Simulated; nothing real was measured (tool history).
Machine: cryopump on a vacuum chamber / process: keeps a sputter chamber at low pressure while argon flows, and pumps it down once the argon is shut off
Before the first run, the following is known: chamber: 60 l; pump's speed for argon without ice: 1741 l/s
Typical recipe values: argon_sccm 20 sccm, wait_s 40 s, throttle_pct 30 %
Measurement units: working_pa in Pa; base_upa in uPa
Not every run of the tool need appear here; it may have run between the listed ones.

run     day  argon_sccm  wait_s  throttle_pct  working_pa  base_upa
  1   0.000          20      40            30      0.0655      2.72
  2   0.858           8      40            30      0.0252      2.82
  3   1.404           8      40            30      0.0269      2.82
  4   2.662           8      40            30      0.0255      2.84
  5   3.929          17      40            30      0.0569      2.87
  6   4.562          17      40            30      0.0559      2.94
  7   5.112          20      40            30      0.0666      2.99
  8   5.942          20      40            30      0.0678      3.05
  9   7.158          20      40            30      0.0667      3.14
 10   7.838          20      40            30      0.0681      3.12
 11   8.817          20      40            30      0.0676      3.16
 12   9.929          20      40            30      0.0672      3.14
 13  10.829          16      40            30      0.0547      3.37
 14  11.350          16      40            30      0.0541      3.23
 15  12.571          16      40            30      0.0539      3.31
 16  13.804          16      40            30      0.0551      3.31
 17  14.838          16      40            30      0.0561      3.47
 18  15.421          17     148            25      0.0702      2.45
 19  16.346          17     234            49      0.0383      2.32
 20  17.529          10     221            58      0.0197      2.37
 21  18.325          10     221            58      0.0192      2.44
 22  19.367          14      93            24      0.0602      2.87
 23  20.567          20     212            17      0.1205      2.57
 24  21.404          20      40            21      0.0996      4.04
 25  22.096          20      40            21      0.0985      3.99
 26  23.054          10      60            35      0.0307      3.51
 27  24.275          19     182            18      0.1093      2.93
 28  25.267          19      59            47      0.0475      3.79
     26.042  -- pump warmed up, emptied and cooled again
     26.658  -- leaking fittings of the chamber tightened, without venting
 29  26.808          19      59            47      0.0400      1.26
 30  27.704          20      22            25      0.0784      3.05
 31  28.558          33      86            48      0.0692      0.98
 32  29.208          38      20            59      0.0640      3.38

Predict the results of run 33:
 33  29.912          38      20            59           ?         ?

working_pa: 0.0639 Pa
base_upa: 3.47 uPa
Were there no unlogged condition in the tool, this run, its random variation unchanged, would have produced working_pa 0.0619 Pa, base_upa 3.34 uPa.
